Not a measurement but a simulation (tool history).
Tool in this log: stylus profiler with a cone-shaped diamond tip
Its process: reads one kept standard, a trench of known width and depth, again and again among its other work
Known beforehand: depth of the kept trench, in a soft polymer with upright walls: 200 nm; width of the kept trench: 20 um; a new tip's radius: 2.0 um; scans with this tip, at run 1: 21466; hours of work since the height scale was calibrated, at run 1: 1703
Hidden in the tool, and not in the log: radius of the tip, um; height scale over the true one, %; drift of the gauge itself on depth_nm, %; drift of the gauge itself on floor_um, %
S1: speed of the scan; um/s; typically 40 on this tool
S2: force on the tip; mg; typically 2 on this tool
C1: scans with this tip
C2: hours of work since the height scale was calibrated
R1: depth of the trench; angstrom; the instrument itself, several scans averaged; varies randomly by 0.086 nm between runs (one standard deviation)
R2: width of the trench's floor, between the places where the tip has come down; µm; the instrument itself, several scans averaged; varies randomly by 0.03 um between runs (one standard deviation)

run 1 day=0 | S1=40 S2=2 | C1=21466 C2=1703 | R1=2029.7 R2=18.05
run 2 day=1.342 | S1=40 S2=0.86 | C1=21707 C2=1722 | R1=2015.8 R2=18
run 3 day=2.65 | S1=40 S2=0.86 | C1=21944 C2=1741 | R1=2016.8 R2=17.98
run 4 day=3.688 | S1=40 S2=2 | C1=22130 C2=1755 | R1=2030.2 R2=18.09
run 5 day=4.704 | S1=40 S2=2 | C1=22313 C2=1770 | R1=2029.2 R2=18.11
run 6 day=6.096 | S1=40 S2=2 | C1=22564 C2=1790 | R1=2029.4 R2=18.04
-- day=6.888 new tip fitted, height scale calibrated
run 7 day=6.958 | S1=40 S2=2 | C1=13 C2=1 | R1=2030.3 R2=18.04
run 8 day=7.917 | S1=40 S2=2.13 | C1=186 C2=15 | R1=2029.7 R2=18.15
run 9 day=9.25 | S1=40 S2=2.13 | C1=426 C2=34 | R1=2031.8 R2=18.11
run 10 day=10.438 | S1=33 S2=2 | C1=640 C2=51 | R1=2029.5 R2=18.1
run 11 day=11.358 | S1=33 S2=2 | C1=806 C2=64 | R1=2029.8 R2=18.13
run 12 day=12.554 | S1=33 S2=2 | C1=1021 C2=81 | R1=2029.2 R2=18.16
run 13 day=13.8 | S1=40 S2=3.92 | C1=1246 C2=99 | R1=2047.6 R2=18.13
run 14 day=14.679 | S1=40 S2=3.92 | C1=1404 C2=111 | R1=2048.2 R2=18.15
run 15 day=15.35 | S1=40 S2=3.92 | C1=1525 C2=121 | R1=2048.4 R2=18.17
run 16 day=16.192 | S1=40 S2=1.11 | C1=1677 C2=133 | R1=2021.7 R2=18.04
run 17 day=17.121 | S1=40 S2=1.11 | C1=1844 C2=146 | R1=2019.3 R2=18.03
run 18 day=18 | S1=87 S2=2 | C1=2003 C2=159 | R1=2030.3 R2=17.95
run 19 day=18.592 | S1=40 S2=2.62 | C1=2110 C2=167 | R1=2035.8 R2=18.15
run 20 day=19.7 | S1=40 S2=2.68 | C1=2309 C2=183 | R1=2035.5 R2=18.14
run 21 day=20.65 | S1=40 S2=4.72 | C1=2480 C2=197 | R1=2053.7 R2=18.15
run 22 day=21.55 | S1=40 S2=4.36 | C1=2643 C2=210 | R1=2050 R2=18.15
run 23 day=22.6 | S1=40 S2=4.36 | C1=2832 C2=225 | R1=2050.8 R2=18.14
run 24 day=24.033 | S1=40 S2=4.36 | C1=3090 C2=245 | R1=2049.6 R2=18.19
run 25 day=24.675 | S1=26 S2=0.85 | C1=3206 C2=254 | R1=2015.7 R2=18.07
run 26 day=25.438 | S1=73 S2=2.87 | C1=3344 C2=265 | R1=2037.6 R2=18.03
run 27 day=26.7 | S1=73 S2=2.87 | C1=3571 C2=283 | R1=2038.3 R2=18.01
run 28 day=28.117 | S1=131 S2=1.02 | C1=3826 C2=303 | R1=2018 R2=17.49
run 29 day=29.3 | S1=13 S2=4.13 | C1=4040 C2=320 | R1=2049.2 R2=18.19
run 30 day=30.492 | S1=15 S2=1.51 | C1=4254 C2=337 | R1=2025 R2=18.17
run 31 day=31.208 | S1=15 S2=1.51 | C1=4383 C2=348 | R1=2024.2 R2=18.18
run 32 day=32.362 | S1=15 S2=1.57 | C1=4592 C2=364 | R1=2024.7 R2=18.23
run 33 day=33.25 | S1=14 S2=1.38 | C1=4752 C2=377 | R1=2022.4 R2=18.22
run 34 day=34.704 | S1=14 S2=1.38 | C1=5014 C2=398 | R1=2021.5 R2=18.24
run 35 day=35.933 | S1=34 S2=2 | C1=5235 C2=415 | R1=2030.2 R2=18.11
run 36 day=37.029 | S1=50 S2=0.68 | C1=5433 C2=431 | R1=2014.5 R2=17.89
run 37 day=37.904 | S1=50 S2=0.68 | C1=5590 C2=443 | R1=2013.7 R2=17.93
run 38 day=38.638 | S1=50 S2=0.72 | C1=5723 C2=454 | R1=2015.8 R2=17.89
run 39 day=39.538 | S1=50 S2=0.72 | C1=5885 C2=467 | R1=2016.1 R2=17.95

Branching from run 39: 4 alternative next runs. What would each branch give?
run A day=40.875 | S1=119 S2=5.15 | C1=6126 C2=486 | R1=? R2=?
run B day=40.875 | S1=50 S2=3.23 | C1=6126 C2=486 | R1=? R2=?
run C day=40.875 | S1=40 S2=5.49 | C1=6126 C2=486 | R1=? R2=?
run D day=40.875 | S1=60 S2=2 | C1=6126 C2=486 | R1=? R2=?

run=A R1=2055.7 R2=17.96
run=B R1=2040.6 R2=18.05
run=C R1=2058.1 R2=18.13
run=D R1=2029.5 R2=17.98
Stripped of hidden state, with their random variation kept, the same runs would have yielded:
run=A R1=2055.8 R2=17.97
run=B R1=2040.7 R2=18.05
run=C R1=2058.1 R2=18.13
run=D R1=2029.5 R2=17.98
